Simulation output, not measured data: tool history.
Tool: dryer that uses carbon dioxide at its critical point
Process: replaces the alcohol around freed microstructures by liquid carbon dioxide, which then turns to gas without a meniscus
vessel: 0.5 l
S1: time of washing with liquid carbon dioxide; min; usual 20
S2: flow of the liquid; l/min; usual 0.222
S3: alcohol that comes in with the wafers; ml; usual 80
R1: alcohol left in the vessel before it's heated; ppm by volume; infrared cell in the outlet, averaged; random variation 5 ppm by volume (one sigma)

run 1 hour=0 | S1=20 S2=0.222 S3=80 | R1=56
run 2 hour=4.2 | S1=20 S2=0.222 S3=54 | R1=35
run 3 hour=12 | S1=20 S2=0.222 S3=22 | R1=27
run 4 hour=20.2 | S1=20 S2=0.222 S3=80 | R1=58
run 5 hour=25.3 | S1=26 S2=0.222 S3=80 | R1=20
run 6 hour=29.5 | S1=26 S2=0.222 S3=80 | R1=22
run 7 hour=38.7 | S1=26 S2=0.222 S3=80 | R1=24
run 8 hour=45.2 | S1=20 S2=0.286 S3=80 | R1=14
run 9 hour=52.2 | S1=20 S2=0.222 S3=80 | R1=67
run 10 hour=60.3 | S1=20 S2=0.222 S3=80 | R1=58
run 11 hour=65.1 | S1=22 S2=0.166 S3=39 | R1=126
run 12 hour=73.4 | S1=20 S2=0.193 S3=80 | R1=156
run 13 hour=80.4 | S1=20 S2=0.193 S3=80 | R1=163
run 14 hour=84.9 | S1=16 S2=0.222 S3=85 | R1=281
run 15 hour=93.3 | S1=16 S2=0.222 S3=85 | R1=282
run 16 hour=99.9 | S1=21 S2=0.175 S3=85 | R1=237
run 17 hour=107.5 | S1=12 S2=0.227 S3=85 | R1=1228
run 18 hour=112 | S1=20 S2=0.25 S3=99 | R1=33
run 19 hour=117.2 | S1=21 S2=0.311 S3=99 | R1=18
run 20 hour=126.3 | S1=21 S2=0.311 S3=99 | R1=17

Hidden state or all else? Some run-to-run changes of R1, split into what the settings, what came in and random variation would give without the hidden state, and what is left for the hidden state (with any gauge scatter that isn't in both results):
The hidden state here: flow that reaches the vessel past the clogged filter, %; alcohol in the recycled carbon dioxide, ppm; drift of the gauge itself on alcohol_ppm, %.
Run 16 -> 17: S1 21 -> 12, S2 0.175 -> 0.227. R1 +991 ppm by volume: hidden state +343, all else +648.
Run 17 -> 18: S1 12 -> 20, S2 0.227 -> 0.25, S3 85 -> 99. R1 -1195 ppm by volume: hidden state -425, all else -770.

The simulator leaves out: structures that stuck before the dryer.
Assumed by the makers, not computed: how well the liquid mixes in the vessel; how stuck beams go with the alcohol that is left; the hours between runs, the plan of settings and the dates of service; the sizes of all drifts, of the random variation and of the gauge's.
